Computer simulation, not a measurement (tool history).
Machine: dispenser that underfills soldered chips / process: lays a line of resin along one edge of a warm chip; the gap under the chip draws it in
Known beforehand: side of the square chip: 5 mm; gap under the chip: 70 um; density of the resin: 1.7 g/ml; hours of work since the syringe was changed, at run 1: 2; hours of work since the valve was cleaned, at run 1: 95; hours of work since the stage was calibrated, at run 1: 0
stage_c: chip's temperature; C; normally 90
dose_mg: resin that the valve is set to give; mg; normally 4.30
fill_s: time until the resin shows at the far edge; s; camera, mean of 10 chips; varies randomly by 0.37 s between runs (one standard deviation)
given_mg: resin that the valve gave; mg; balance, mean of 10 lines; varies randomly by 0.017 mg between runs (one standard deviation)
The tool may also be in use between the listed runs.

| run | day | stage_c | dose_mg | hours of work since the syringe was changed | hours of work since the valve was cleaned | hours of work since the stage was calibrated | fill_s | given_mg |
|---|---|---|---|---|---|---|---|---|
| 1 | 0.000 | 90 | 4.30 | 2 | 95 | 0 | 24.8 | 4.18 |
| 2 | 0.121 | 90 | 3.71 | 4 | 97 | 2 | 30.8 | 3.61 |
| 3 | 0.275 | 90 | 3.71 | 7 | 100 | 5 | 39.3 | 3.60 |
|  | 0.333 | new syringe of resin |
| 4 | 0.492 | 104 | 4.30 | 3 | 104 | 9 | 18.4 | 4.11 |
| 5 | 0.604 | 104 | 4.30 | 5 | 106 | 11 | 21.6 | 4.12 |
|  | 0.750 | new syringe of resin |
| 6 | 0.779 | 104 | 4.30 | 1 | 110 | 14 | 15.8 | 4.14 |
| 7 | 0.942 | 104 | 4.19 | 4 | 113 | 18 | 19.7 | 4.02 |
| 8 | 1.025 | 90 | 4.27 | 5 | 114 | 19 | 33.7 | 4.08 |
|  | 1.158 | new syringe of resin |
| 9 | 1.175 | 91 | 4.06 | 0 | 117 | 22 | 22.0 | 3.90 |
| 10 | 1.354 | 99 | 3.96 | 4 | 120 | 25 | 23.4 | 3.81 |
| 11 | 1.546 | 92 | 4.30 | 7 | 124 | 29 | 38.0 | 4.10 |
|  | 1.571 | new syringe of resin |
| 12 | 1.712 | 92 | 3.84 | 3 | 127 | 32 | 27.4 | 3.67 |
| 13 | 1.904 | 76 | 4.73 | 6 | 131 | 36 | 56.9 | 4.54 |
|  | 1.983 | new syringe of resin |
| 14 | 2.112 | 76 | 4.73 | 2 | 134 | 39 | 40.0 | 4.49 |
| 15 | 2.200 | 76 | 4.73 | 4 | 136 | 41 | 47.9 | 4.51 |

Forecast each of these 3 alternatives for the next run:
|  | 2.304 | dispensing valve cleaned and set on the balance |
| A | 2.392 | 90 | 4.64 | 7 | 2 | 44 | ? | ? |
|  | 2.304 | dispensing valve cleaned and set on the balance |
| B | 2.392 | 84 | 4.63 | 7 | 2 | 44 | ? | ? |
|  | 2.304 | dispensing valve cleaned and set on the balance |
| C | 2.392 | 92 | 3.80 | 7 | 2 | 44 | ? | ? |

| run | fill_s | given_mg |
|---|---|---|
| A | 39.2 | 4.63 |
| B | 45.4 | 4.60 |
| C | 37.7 | 3.79 |
What these runs would have given with no unlogged condition in the tool:
| run | fill_s | given_mg |
|---|---|---|
| A | 22.2 | 4.63 |
| B | 25.4 | 4.61 |
| C | 21.2 | 3.80 |
